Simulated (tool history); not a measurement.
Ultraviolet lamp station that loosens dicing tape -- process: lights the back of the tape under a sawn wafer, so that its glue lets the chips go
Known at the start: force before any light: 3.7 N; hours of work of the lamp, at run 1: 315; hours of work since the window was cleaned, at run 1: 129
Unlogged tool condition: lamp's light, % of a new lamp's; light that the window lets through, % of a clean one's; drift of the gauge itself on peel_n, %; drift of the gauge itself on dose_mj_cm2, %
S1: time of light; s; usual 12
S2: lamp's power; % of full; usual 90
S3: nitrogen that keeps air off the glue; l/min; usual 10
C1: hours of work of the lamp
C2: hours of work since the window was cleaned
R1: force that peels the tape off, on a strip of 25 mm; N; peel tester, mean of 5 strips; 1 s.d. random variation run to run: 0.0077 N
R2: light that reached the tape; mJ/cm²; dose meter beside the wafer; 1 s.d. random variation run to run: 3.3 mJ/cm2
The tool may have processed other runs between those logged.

Run 1, hour 0.0: usual settings; C1 315; C2 129. Result: R1 0.361 N, R2 426 mJ/cm².
Run 2, hour 71.1: usual settings; C1 353; C2 167. Result: R1 0.402 N, R2 408 mJ/cm².
Run 3, hour 112.3: usual settings; C1 375; C2 189. Result: R1 0.399 N, R2 399 mJ/cm².
Run 4, hour 146.7: usual settings but S2 63 % of full; C1 393; C2 207. Result: R1 0.696 N, R2 272 mJ/cm².
Run 5, hour 216.9: usual settings but S2 63 % of full; C1 431; C2 245. Result: R1 0.733 N, R2 259 mJ/cm².
At hour 237.1: window cleaned of glue's vapour.
Run 6, hour 259.7: usual settings but S2 63 % of full; C1 454; C2 12. Result: R1 0.585 N, R2 306 mJ/cm².
Run 7, hour 317.9: usual settings but S2 63 % of full; C1 485; C2 43. Result: R1 0.609 N, R2 297 mJ/cm².
Run 8, hour 349.9: usual settings but S3 13 l/min; C1 502; C2 60. Result: R1 0.354 N, R2 409 mJ/cm².
Run 9, hour 406.3: usual settings but S3 13 l/min; C1 532; C2 91. Result: R1 0.386 N, R2 399 mJ/cm².
Run 10, hour 444.3: usual settings; C1 553; C2 111. Result: R1 0.415 N, R2 390 mJ/cm².
Run 11, hour 513.8: usual settings; C1 590; C2 148. Result: R1 0.455 N, R2 374 mJ/cm².
Run 12, hour 575.6: usual settings; C1 623; C2 181. Result: R1 0.457 N, R2 363 mJ/cm².
Run 13, hour 634.6: usual settings but S2 91 % of full; C1 655; C2 213. Result: R1 0.475 N, R2 352 mJ/cm².
Run 14, hour 682.5: usual settings but S2 91 % of full; C1 680; C2 239. Result: R1 0.492 N, R2 346 mJ/cm².
At hour 711.3: window cleaned of glue's vapour.
Run 15, hour 758.2: usual settings but S1 7 s, S3 17 l/min; C1 721; C2 25. Result: R1 0.760 N, R2 226 mJ/cm².
Run 16, hour 825.0: usual settings but S1 7 s, S3 17 l/min; C1 756; C2 61. Result: R1 0.797 N, R2 219 mJ/cm².
Run 17, hour 876.9: usual settings but S1 7 s, S3 17 l/min; C1 784; C2 89. Result: R1 0.853 N, R2 209 mJ/cm².
Run 18, hour 919.7: usual settings but S1 8 s, S2 92 % of full, S3 17 l/min; C1 807; C2 112. Result: R1 0.733 N, R2 237 mJ/cm².
Run 19, hour 994.7: usual settings but S1 8 s, S2 92 % of full, S3 17 l/min; C1 847; C2 152. Result: R1 0.785 N, R2 225 mJ/cm².
Run 20, hour 1034.2: usual settings but S1 8 s, S2 74 % of full, S3 8 l/min; C1 868; C2 173. Result: R1 1.234 N, R2 177 mJ/cm².
Run 21, hour 1088.6: usual settings but S1 8 s, S2 74 % of full, S3 8 l/min; C1 898; C2 202. Result: R1 1.233 N, R2 170 mJ/cm².
At hour 1164.6: lamp changed.
Run 22, hour 1167.4: usual settings but S1 10 s, S2 89 % of full; C1 1; C2 244. Result: R1 0.433 N, R2 365 mJ/cm².
At hour 1184.8: window cleaned of glue's vapour.
Run 23, hour 1220.5: usual settings but S1 7 s, S2 62 % of full, S3 7 l/min; C1 30; C2 19. Result: R1 1.064 N, R2 206 mJ/cm².
Run 24, hour 1297.3: usual settings but S1 7 s, S2 62 % of full, S3 7 l/min; C1 71; C2 60. Result: R1 1.105 N, R2 199 mJ/cm².
Run 25, hour 1355.1: usual settings but S1 7 s, S2 62 % of full, S3 7 l/min; C1 102; C2 91. Result: R1 1.175 N, R2 192 mJ/cm².
Run 26, hour 1411.8: usual settings but S1 11 s, S3 17 l/min; C1 132; C2 122. Result: R1 0.331 N, R2 420 mJ/cm².
Run 27, hour 1483.8: usual settings but S1 11 s, S3 17 l/min; C1 171; C2 160. Result: R1 0.355 N, R2 401 mJ/cm².

Hidden condition of the tool, last listed run before each entry between runs versus first listed run after:
Between runs 5 and 6: window cleaned of glue's vapour (hour 237.1)
  lamp's light, % of a new lamp's: 84.2 -> 83.4; light that the window lets through, % of a clean one's: 84.2 -> 99.2
  measured less the result without the state, R1: +0.275 -> +0.138 N; R2: -106 -> -64 mJ/cm²
Between runs 14 and 15: window cleaned of glue's vapour (hour 711.3)
  lamp's light, % of a new lamp's: 75.4 -> 74.1; light that the window lets through, % of a clean one's: 85.4 -> 98.3
  measured less the result without the state, R1: +0.205 -> +0.267 N; R2: -190 -> -83 mJ/cm²
Between runs 21 and 22: lamp changed (hour 1164.6)
  lamp's light, % of a new lamp's: 68 -> 99.2; light that the window lets through, % of a clean one's: 87.5 -> 85
  measured less the result without the state, R1: +0.563 -> +0.089 N; R2: -116 -> -68 mJ/cm²
Between runs 22 and 23: window cleaned of glue's vapour (hour 1184.8)
  lamp's light, % of a new lamp's: 99.2 -> 98.3; light that the window lets through, % of a clean one's: 85 -> 98.7
  measured less the result without the state, R1: +0.089 -> +0.035 N; R2: -68 -> -6 mJ/cm²
